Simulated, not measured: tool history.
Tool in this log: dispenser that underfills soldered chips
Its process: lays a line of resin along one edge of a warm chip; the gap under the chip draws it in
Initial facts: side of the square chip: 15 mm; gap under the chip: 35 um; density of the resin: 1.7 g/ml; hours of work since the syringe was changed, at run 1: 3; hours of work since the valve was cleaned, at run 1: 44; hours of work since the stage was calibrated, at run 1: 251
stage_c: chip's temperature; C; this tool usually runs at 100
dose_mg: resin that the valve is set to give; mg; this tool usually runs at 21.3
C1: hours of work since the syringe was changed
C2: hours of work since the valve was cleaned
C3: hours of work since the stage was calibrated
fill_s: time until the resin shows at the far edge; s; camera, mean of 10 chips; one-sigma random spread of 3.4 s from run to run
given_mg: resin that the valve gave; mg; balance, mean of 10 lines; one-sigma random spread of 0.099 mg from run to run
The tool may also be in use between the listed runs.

{"run": 1, "hour": 0.0, "stage_c": 100, "dose_mg": 21.3, "C1": 3, "C2": 44, "C3": 251, "fill_s": 374.3, "given_mg": 20.71}
{"hour": 5.8, "done": "new syringe of resin"}
{"run": 2, "hour": 7.0, "stage_c": 100, "dose_mg": 21.3, "C1": 1, "C2": 49, "C3": 256, "fill_s": 333.1, "given_mg": 20.59}
{"run": 3, "hour": 13.2, "stage_c": 100, "dose_mg": 21.3, "C1": 5, "C2": 53, "C3": 260, "fill_s": 405.4, "given_mg": 20.46}
{"hour": 16.2, "done": "new syringe of resin"}
{"run": 4, "hour": 22.0, "stage_c": 100, "dose_mg": 21.3, "C1": 4, "C2": 59, "C3": 266, "fill_s": 369.9, "given_mg": 20.3}
{"hour": 26.4, "done": "new syringe of resin"}
{"run": 5, "hour": 30.7, "stage_c": 100, "dose_mg": 25.9, "C1": 3, "C2": 65, "C3": 272, "fill_s": 363.7, "given_mg": 24.67}
{"run": 6, "hour": 35.3, "stage_c": 100, "dose_mg": 21.3, "C1": 6, "C2": 69, "C3": 276, "fill_s": 427.6, "given_mg": 20.18}
{"hour": 36.5, "done": "new syringe of resin"}
{"hour": 41.2, "done": "dispensing valve cleaned and set on the balance"}
{"run": 7, "hour": 45.1, "stage_c": 100, "dose_mg": 21.3, "C1": 6, "C2": 3, "C3": 282, "fill_s": 399.9, "given_mg": 21.26}
{"hour": 47.6, "done": "new syringe of resin"}
{"run": 8, "hour": 54.2, "stage_c": 100, "dose_mg": 21.3, "C1": 5, "C2": 9, "C3": 288, "fill_s": 391.2, "given_mg": 21.25}
{"hour": 57.9, "done": "new syringe of resin"}
{"run": 9, "hour": 62.4, "stage_c": 100, "dose_mg": 21.3, "C1": 3, "C2": 15, "C3": 294, "fill_s": 358.1, "given_mg": 21.21}
{"hour": 68.5, "done": "new syringe of resin"}
{"run": 10, "hour": 70.0, "stage_c": 109, "dose_mg": 21.3, "C1": 1, "C2": 20, "C3": 299, "fill_s": 239.4, "given_mg": 20.96}
{"hour": 78.8, "done": "new syringe of resin"}
{"run": 11, "hour": 80.5, "stage_c": 94, "dose_mg": 21.3, "C1": 1, "C2": 28, "C3": 307, "fill_s": 418, "given_mg": 20.77}
{"run": 12, "hour": 85.1, "stage_c": 94, "dose_mg": 21.3, "C1": 5, "C2": 31, "C3": 310, "fill_s": 478.1, "given_mg": 20.97}
{"hour": 88.9, "done": "new syringe of resin"}
{"run": 13, "hour": 92.6, "stage_c": 100, "dose_mg": 24.5, "C1": 3, "C2": 36, "C3": 315, "fill_s": 345.3, "given_mg": 24.02}
{"run": 14, "hour": 97.9, "stage_c": 107, "dose_mg": 21.3, "C1": 7, "C2": 40, "C3": 319, "fill_s": 330.9, "given_mg": 20.72}
{"hour": 99.3, "done": "new syringe of resin"}
{"run": 15, "hour": 108.7, "stage_c": 100, "dose_mg": 26.5, "C1": 7, "C2": 48, "C3": 327, "fill_s": 430.1, "given_mg": 25.61}
{"hour": 109.8, "done": "new syringe of resin"}
{"run": 16, "hour": 113.3, "stage_c": 100, "dose_mg": 21.3, "C1": 3, "C2": 51, "C3": 330, "fill_s": 351.7, "given_mg": 20.41}
{"hour": 120.3, "done": "new syringe of resin"}
{"run": 17, "hour": 122.9, "stage_c": 100, "dose_mg": 23.1, "C1": 2, "C2": 58, "C3": 337, "fill_s": 346.4, "given_mg": 22.23}
{"hour": 130.3, "done": "new syringe of resin"}
{"run": 18, "hour": 133.7, "stage_c": 90, "dose_mg": 24.1, "C1": 2, "C2": 65, "C3": 344, "fill_s": 511.9, "given_mg": 23.07}
{"hour": 140.4, "done": "new syringe of resin"}
{"run": 19, "hour": 142.5, "stage_c": 90, "dose_mg": 24.1, "C1": 1, "C2": 71, "C3": 350, "fill_s": 491.9, "given_mg": 22.79}
{"hour": 144.2, "done": "dispensing valve cleaned and set on the balance"}
{"run": 20, "hour": 150.9, "stage_c": 94, "dose_mg": 24.6, "C1": 7, "C2": 5, "C3": 356, "fill_s": 545.9, "given_mg": 24.6}
{"hour": 152.1, "done": "new syringe of resin"}
{"run": 21, "hour": 159.7, "stage_c": 94, "dose_mg": 24.6, "C1": 6, "C2": 11, "C3": 362, "fill_s": 506.4, "given_mg": 24.73}
{"hour": 162.8, "done": "new syringe of resin"}
{"run": 22, "hour": 169.0, "stage_c": 98, "dose_mg": 26.7, "C1": 4, "C2": 18, "C3": 368, "fill_s": 393.2, "given_mg": 26.42}
{"hour": 173.1, "done": "new syringe of resin"}
{"run": 23, "hour": 175.2, "stage_c": 98, "dose_mg": 26.7, "C1": 1, "C2": 22, "C3": 373, "fill_s": 358.4, "given_mg": 26.22}
{"run": 24, "hour": 180.7, "stage_c": 101, "dose_mg": 27.1, "C1": 5, "C2": 26, "C3": 377, "fill_s": 385.3, "given_mg": 26.79}
{"hour": 183.3, "done": "new syringe of resin"}
{"run": 25, "hour": 186.4, "stage_c": 101, "dose_mg": 23.7, "C1": 2, "C2": 30, "C3": 381, "fill_s": 325.3, "given_mg": 23.53}
{"run": 26, "hour": 191.4, "stage_c": 101, "dose_mg": 23.7, "C1": 6, "C2": 33, "C3": 384, "fill_s": 378.5, "given_mg": 23.04}
{"hour": 193.9, "done": "new syringe of resin"}
{"run": 27, "hour": 199.7, "stage_c": 100, "dose_mg": 19.3, "C1": 4, "C2": 39, "C3": 390, "fill_s": 378.1, "given_mg": 18.88}
{"hour": 204.4, "done": "new syringe of resin"}
{"run": 28, "hour": 206.6, "stage_c": 100, "dose_mg": 19.3, "C1": 2, "C2": 44, "C3": 395, "fill_s": 341.8, "given_mg": 18.74}
{"run": 29, "hour": 212.3, "stage_c": 100, "dose_mg": 19.3, "C1": 6, "C2": 48, "C3": 399, "fill_s": 413.8, "given_mg": 18.73}
{"hour": 214.7, "done": "new syringe of resin"}
{"run": 30, "hour": 222.1, "stage_c": 104, "dose_mg": 21.2, "C1": 5, "C2": 55, "C3": 406, "fill_s": 348.1, "given_mg": 20.38}
{"hour": 224.7, "done": "new syringe of resin"}
{"run": 31, "hour": 232.0, "stage_c": 90, "dose_mg": 21.9, "C1": 5, "C2": 62, "C3": 413, "fill_s": 581.8, "given_mg": 21.11}
{"hour": 234.8, "done": "new syringe of resin"}
{"run": 32, "hour": 237.1, "stage_c": 93, "dose_mg": 27.4, "C1": 2, "C2": 65, "C3": 416, "fill_s": 429.8, "given_mg": 26.18}
{"hour": 245.0, "done": "new syringe of resin"}
{"hour": 247.5, "done": "dispensing valve cleaned and set on the balance"}
{"run": 33, "hour": 248.7, "stage_c": 93, "dose_mg": 27.4, "C1": 2, "C2": 1, "C3": 424, "fill_s": 435.8, "given_mg": 27.41}
{"hour": 256.1, "done": "new syringe of resin"}
{"run": 34, "hour": 256.2, "stage_c": 100, "dose_mg": 21.3, "C1": 0, "C2": 6, "C3": 429, "fill_s": 306.7, "given_mg": 21.41}

Predict each of these 4 candidate next runs independently; none follows another, all start after run 34:
{"run": "A", "hour": 262.6, "stage_c": 90, "dose_mg": 22.8, "C1": 5, "C2": 11, "C3": 434, "fill_s": "?", "given_mg": "?"}
{"run": "B", "hour": 262.6, "stage_c": 100, "dose_mg": 18.5, "C1": 5, "C2": 11, "C3": 434, "fill_s": "?", "given_mg": "?"}
{"run": "C", "hour": 262.6, "stage_c": 85, "dose_mg": 23.1, "C1": 5, "C2": 11, "C3": 434, "fill_s": "?", "given_mg": "?"}
{"run": "D", "hour": 262.6, "stage_c": 100, "dose_mg": 21.6, "C1": 5, "C2": 11, "C3": 434, "fill_s": "?", "given_mg": "?"}

run=A fill_s=561.2 given_mg=22.6
run=B fill_s=392.1 given_mg=18.42
run=C fill_s=682.6 given_mg=23.07
run=D fill_s=376.4 given_mg=21.37
The same runs, with their run-to-run variation unchanged, on a tool lacking any hidden condition would have given:
run=A fill_s=494.9 given_mg=22.73
run=B fill_s=343.8 given_mg=18.53
run=C fill_s=603.5 given_mg=23.21
run=D fill_s=330.4 given_mg=21.5

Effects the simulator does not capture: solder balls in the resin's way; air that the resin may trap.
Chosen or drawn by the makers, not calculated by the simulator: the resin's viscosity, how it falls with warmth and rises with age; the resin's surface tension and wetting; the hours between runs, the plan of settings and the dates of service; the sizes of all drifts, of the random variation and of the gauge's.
